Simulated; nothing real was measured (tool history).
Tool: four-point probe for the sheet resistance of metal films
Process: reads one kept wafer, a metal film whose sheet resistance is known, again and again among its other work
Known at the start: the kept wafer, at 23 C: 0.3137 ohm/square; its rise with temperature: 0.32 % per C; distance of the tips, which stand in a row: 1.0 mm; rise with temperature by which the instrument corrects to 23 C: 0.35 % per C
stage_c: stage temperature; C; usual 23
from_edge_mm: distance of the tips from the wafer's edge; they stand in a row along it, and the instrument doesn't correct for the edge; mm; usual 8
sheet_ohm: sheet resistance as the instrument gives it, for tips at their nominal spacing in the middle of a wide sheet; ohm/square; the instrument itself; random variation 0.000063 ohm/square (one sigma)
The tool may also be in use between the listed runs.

run	hour	stage_c	from_edge_mm	sheet_ohm
1	0	23	8	0.316265
2	35	23	8	0.3163
3	70.7	23	8	0.316315
4	108.7	23	8	0.316413
5	126.5	23	8	0.316297
6	164.4	23	8	0.316381
7	191.9	23	8	0.316245
8	213	23	8	0.316383
9	236.9	23	8	0.316332
10	272.2	23	8	0.316321
11	299.8	23	8	0.316437
12	320.2	23	8	0.316317
13	342.8	23	40	0.313822
14	363.4	23	6	0.318393
15	392.5	23	6	0.318315
16	422	28	8	0.3159
17	443.9	28	8	0.315883
18	472.4	23	34	0.313848
19	508.9	23	50	0.31387
20	531.1	23	50	0.313838
21	553.8	23	50	0.313752
22	581.3	23	50	0.31379
23	601.1	23	8	0.316367
24	636.1	28	9	0.315352
# hour 643.5: new probe head fitted
25	654.1	28	9	0.315374
26	682.9	23	9	0.315879
27	706.9	23	9	0.31579
28	725.9	23	9	0.315759
29	745.3	22	5	0.320379
30	781.8	31	58	0.313003
31	809.9	19	21	0.314516
32	842.8	25	23	0.313873
33	861	23	7	0.316985
34	891.6	23	7	0.317143
35	919.3	23	7	0.317095
36	944.1	23	7	0.31716
37	963.8	23	7	0.317096
38	986.5	20	14	0.314963
39	1018.6	18	8	0.316806
40	1047.9	27	20	0.313812
41	1075.1	32	40	0.312874
42	1108.9	22	9	0.31586
43	1145.6	29	35	0.313233
44	1161.1	34	5	0.319223
45	1197	20	45	0.314191

3 ways to go on from here, each from the tool as it stands after run 45. What would each give?
A	1218.9	30	32	?
B	1218.9	30	8	?
C	1218.9	21	4	?

run	sheet_ohm
A	0.313122
B	0.315628
C	0.324126
Without the tool's hidden state the same runs would have given:
run	sheet_ohm
A	0.313097
B	0.315603
C	0.3241
